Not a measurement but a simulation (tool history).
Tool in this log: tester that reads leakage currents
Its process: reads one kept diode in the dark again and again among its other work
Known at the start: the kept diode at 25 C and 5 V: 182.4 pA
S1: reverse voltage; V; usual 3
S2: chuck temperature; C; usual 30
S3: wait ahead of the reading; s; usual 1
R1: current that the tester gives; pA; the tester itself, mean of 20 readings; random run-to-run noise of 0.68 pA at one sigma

{"run": 1, "hour": 0.0, "S1": 3, "S2": 30, "S3": 1, "R1": 207.71}
{"run": 2, "hour": 95.8, "S1": 3, "S2": 30, "S3": 1, "R1": 204.86}
{"run": 3, "hour": 255.7, "S1": 3, "S2": 30, "S3": 1, "R1": 205.29}
{"run": 4, "hour": 384.4, "S1": 3, "S2": 30, "S3": 1, "R1": 204.27}
{"run": 5, "hour": 454.3, "S1": 3, "S2": 30, "S3": 1, "R1": 203.78}
{"run": 6, "hour": 542.2, "S1": 3, "S2": 30, "S3": 1, "R1": 202.49}
{"run": 7, "hour": 639.9, "S1": 3, "S2": 30, "S3": 1, "R1": 201.26}
{"run": 8, "hour": 802.7, "S1": 1.09, "S2": 30, "S3": 1, "R1": 167.18}
{"run": 9, "hour": 925.3, "S1": 3, "S2": 30, "S3": 1, "R1": 233.52}
{"run": 10, "hour": 1022.4, "S1": 2.76, "S2": 30, "S3": 1, "R1": 227.63}
{"run": 11, "hour": 1159.2, "S1": 8.55, "S2": 50, "S3": 6.75, "R1": 1259.66}
{"run": 12, "hour": 1294.9, "S1": 12.24, "S2": 47, "S3": 4.39, "R1": 1165.66}
{"run": 13, "hour": 1364.8, "S1": 12.24, "S2": 47, "S3": 4.39, "R1": 1164.59}
{"run": 14, "hour": 1513.5, "S1": 3, "S2": 30, "S3": 0.58, "R1": 229.85}
{"run": 15, "hour": 1652.0, "S1": 3, "S2": 30, "S3": 0.58, "R1": 228.83}
{"run": 16, "hour": 1751.7, "S1": 1.45, "S2": 39, "S3": 9.47, "R1": 333.8}
{"run": 17, "hour": 1877.3, "S1": 1.84, "S2": 38, "S3": 0.45, "R1": 333.97}
{"run": 18, "hour": 2007.7, "S1": 5.32, "S2": 23, "S3": 0.55, "R1": 157.45}
{"run": 19, "hour": 2140.7, "S1": 3, "S2": 39, "S3": 1, "R1": 410.22}
{"run": 20, "hour": 2231.0, "S1": 3, "S2": 39, "S3": 1, "R1": 409.68}

Not shown: 3 entries that the log had between the listed runs. Between which runs, and how does the tool's hidden state differ before and after?
Between runs 7 and 8: chuck's temperature calibrated (hour 739.8)
  stray current of the dirty probe card, pA a volt: 1.907 -> 1.983; current scale over the true one, %: 1.29 -> 1.33; true chuck temperature over the reading, C: -2.08 -> 0.01
  measured value less the no-hidden-state value, R1: -23.57 -> +4.44 pA
Between runs 12 and 13: probe card cleaned and baked (hour 1311.7)
  stray current of the dirty probe card, pA a volt: 2.209 -> 2.536; current scale over the true one, %: 1.43 -> 1.45; true chuck temperature over the reading, C: -0.31 -> -0.35
  measured value less the no-hidden-state value, R1: +20.52 -> +21.58 pA
Between runs 16 and 17: probe card cleaned and baked, once more (hour 1768.6)
  stray current of the dirty probe card, pA a volt: 2.723 -> 0.077; current scale over the true one, %: 1.54 -> 1.57; true chuck temperature over the reading, C: -0.6 -> -0.68
  measured value less the no-hidden-state value, R1: -4.75 -> -10.48 pA

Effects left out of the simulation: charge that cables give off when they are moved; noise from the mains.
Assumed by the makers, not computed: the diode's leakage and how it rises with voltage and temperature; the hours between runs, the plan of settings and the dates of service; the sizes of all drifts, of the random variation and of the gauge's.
